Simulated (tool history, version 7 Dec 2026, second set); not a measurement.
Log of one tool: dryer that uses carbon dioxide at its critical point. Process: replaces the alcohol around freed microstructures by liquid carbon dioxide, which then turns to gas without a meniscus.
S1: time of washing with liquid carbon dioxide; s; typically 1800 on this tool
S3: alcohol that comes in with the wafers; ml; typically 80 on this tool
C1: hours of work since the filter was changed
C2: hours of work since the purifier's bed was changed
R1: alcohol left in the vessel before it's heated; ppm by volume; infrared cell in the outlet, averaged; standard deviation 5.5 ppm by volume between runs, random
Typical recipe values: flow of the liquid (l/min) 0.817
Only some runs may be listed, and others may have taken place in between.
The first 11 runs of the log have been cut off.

run 12 day=5.392 | S1=1800 flow_of_the_liquid_(l/min)=0.896 S3=80 | C1=314 C2=81 | R1=170
run 13 day=5.929 | S1=1800 flow_of_the_liquid_(l/min)=0.896 S3=80 | C1=318 C2=85 | R1=183
run 14 day=6.321 | S1=1800 flow_of_the_liquid_(l/min)=0.896 S3=80 | C1=321 C2=88 | R1=186
run 15 day=6.925 | S1=1800 flow_of_the_liquid_(l/min)=0.896 S3=80 | C1=325 C2=93 | R1=185
run 16 day=7.246 | S1=1800 flow_of_the_liquid_(l/min)=0.896 S3=80 | C1=328 C2=95 | R1=183
run 17 day=7.775 | S1=1800 flow_of_the_liquid_(l/min)=0.896 S3=80 | C1=332 C2=99 | R1=182
run 18 day=8.167 | S1=1800 flow_of_the_liquid_(l/min)=0.817 S3=80 | C1=335 C2=102 | R1=272
run 19 day=8.696 | S1=1800 flow_of_the_liquid_(l/min)=0.817 S3=80 | C1=339 C2=106 | R1=280
run 20 day=9.204 | S1=1800 flow_of_the_liquid_(l/min)=0.817 S3=80 | C1=343 C2=110 | R1=275
run 21 day=9.933 | S1=1800 flow_of_the_liquid_(l/min)=0.817 S3=80 | C1=348 C2=115 | R1=291
run 22 day=10.483 | S1=1800 flow_of_the_liquid_(l/min)=0.817 S3=80 | C1=352 C2=120 | R1=288
run 23 day=10.954 | S1=1800 flow_of_the_liquid_(l/min)=0.817 S3=80 | C1=356 C2=123 | R1=285
run 24 day=11.425 | S1=2220 flow_of_the_liquid_(l/min)=0.817 S3=80 | C1=359 C2=127 | R1=122
run 25 day=11.833 | S1=2220 flow_of_the_liquid_(l/min)=0.817 S3=80 | C1=363 C2=130 | R1=137
run 26 day=12.354 | S1=2220 flow_of_the_liquid_(l/min)=0.817 S3=80 | C1=367 C2=134 | R1=140
run 27 day=13.108 | S1=1200 flow_of_the_liquid_(l/min)=0.817 S3=80 | C1=372 C2=139 | R1=1158
run 28 day=13.446 | S1=1980 flow_of_the_liquid_(l/min)=0.690 S3=48 | C1=375 C2=142 | R1=265
run 29 day=14.038 | S1=1800 flow_of_the_liquid_(l/min)=0.806 S3=87 | C1=379 C2=146 | R1=345
run 30 day=14.725 | S1=1920 flow_of_the_liquid_(l/min)=0.806 S3=87 | C1=384 C2=152 | R1=285
run 31 day=15.333 | S1=1800 flow_of_the_liquid_(l/min)=0.817 S3=75 | C1=389 C2=156 | R1=303

Forecast run 32:
run 32 day=15.742 | S1=1800 flow_of_the_liquid_(l/min)=0.817 S3=75 | C1=392 C2=159 | R1=?

Run 32 produced R1 304 ppm by volume.
Take away the tool's hidden state, keep the run-to-run variation as it was, and the same run would have given R1 142 ppm by volume.
